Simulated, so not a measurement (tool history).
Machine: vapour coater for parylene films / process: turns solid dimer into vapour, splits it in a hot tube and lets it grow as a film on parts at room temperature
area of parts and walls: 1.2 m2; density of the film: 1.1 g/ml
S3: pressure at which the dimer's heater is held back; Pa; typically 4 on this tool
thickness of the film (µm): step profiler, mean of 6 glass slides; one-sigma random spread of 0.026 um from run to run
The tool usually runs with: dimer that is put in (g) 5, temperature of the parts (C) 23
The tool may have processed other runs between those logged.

{"run": 1, "hour": 0.0, "dimer that is put in (g)": 5, "temperature of the parts (C)": 23, "S3": 4, "thickness of the film (µm)": 2.2}
{"run": 2, "hour": 12.3, "dimer that is put in (g)": 5, "temperature of the parts (C)": 23, "S3": 4, "thickness of the film (µm)": 2.17}
{"run": 3, "hour": 34.1, "dimer that is put in (g)": 5, "temperature of the parts (C)": 23, "S3": 4, "thickness of the film (µm)": 2.13}
{"run": 4, "hour": 51.2, "dimer that is put in (g)": 5, "temperature of the parts (C)": 23, "S3": 4, "thickness of the film (µm)": 2.12}
{"run": 5, "hour": 68.2, "dimer that is put in (g)": 5, "temperature of the parts (C)": 23, "S3": 4, "thickness of the film (µm)": 2.17}
{"run": 6, "hour": 90.2, "dimer that is put in (g)": 5, "temperature of the parts (C)": 23, "S3": 4, "thickness of the film (µm)": 2.15}
{"run": 7, "hour": 110.0, "dimer that is put in (g)": 5, "temperature of the parts (C)": 33, "S3": 4, "thickness of the film (µm)": 1.49}
{"run": 8, "hour": 125.6, "dimer that is put in (g)": 5, "temperature of the parts (C)": 23, "S3": 4, "thickness of the film (µm)": 2.1}
{"run": 9, "hour": 135.7, "dimer that is put in (g)": 3, "temperature of the parts (C)": 25, "S3": 4, "thickness of the film (µm)": 1.17}
{"run": 10, "hour": 145.1, "dimer that is put in (g)": 3, "temperature of the parts (C)": 23, "S3": 5.81, "thickness of the film (µm)": 1.21}
{"run": 11, "hour": 154.6, "dimer that is put in (g)": 5, "temperature of the parts (C)": 33, "S3": 3.99, "thickness of the film (µm)": 1.42}
{"run": 12, "hour": 167.8, "dimer that is put in (g)": 7, "temperature of the parts (C)": 33, "S3": 8.33, "thickness of the film (µm)": 1.77}
{"run": 13, "hour": 185.6, "dimer that is put in (g)": 3, "temperature of the parts (C)": 25, "S3": 4, "thickness of the film (µm)": 1.2}
{"run": 14, "hour": 198.3, "dimer that is put in (g)": 3, "temperature of the parts (C)": 29, "S3": 4, "thickness of the film (µm)": 1.02}

What if the next run were any one of these 4? Each begins from the tool's condition after run 14:
{"run": "A", "hour": 218.8, "dimer that is put in (g)": 3, "temperature of the parts (C)": 19, "S3": 2.47, "thickness of the film (µm)": "?"}
{"run": "B", "hour": 218.8, "dimer that is put in (g)": 3, "temperature of the parts (C)": 17, "S3": 8.28, "thickness of the film (µm)": "?"}
{"run": "C", "hour": 218.8, "dimer that is put in (g)": 3, "temperature of the parts (C)": 29, "S3": 6.07, "thickness of the film (µm)": "?"}
{"run": "D", "hour": 218.8, "dimer that is put in (g)": 3, "temperature of the parts (C)": 29, "S3": 4, "thickness of the film (µm)": "?"}

run=A thickness_of_the_film_(µm)=1.6
run=B thickness_of_the_film_(µm)=1.4
run=C thickness_of_the_film_(µm)=0.95
run=D thickness_of_the_film_(µm)=1.02
Without the tool's unlogged condition, the same runs would have read:
run=A thickness_of_the_film_(µm)=1.69
run=B thickness_of_the_film_(µm)=1.47
run=C thickness_of_the_film_(µm)=1.01
run=D thickness_of_the_film_(µm)=1.08
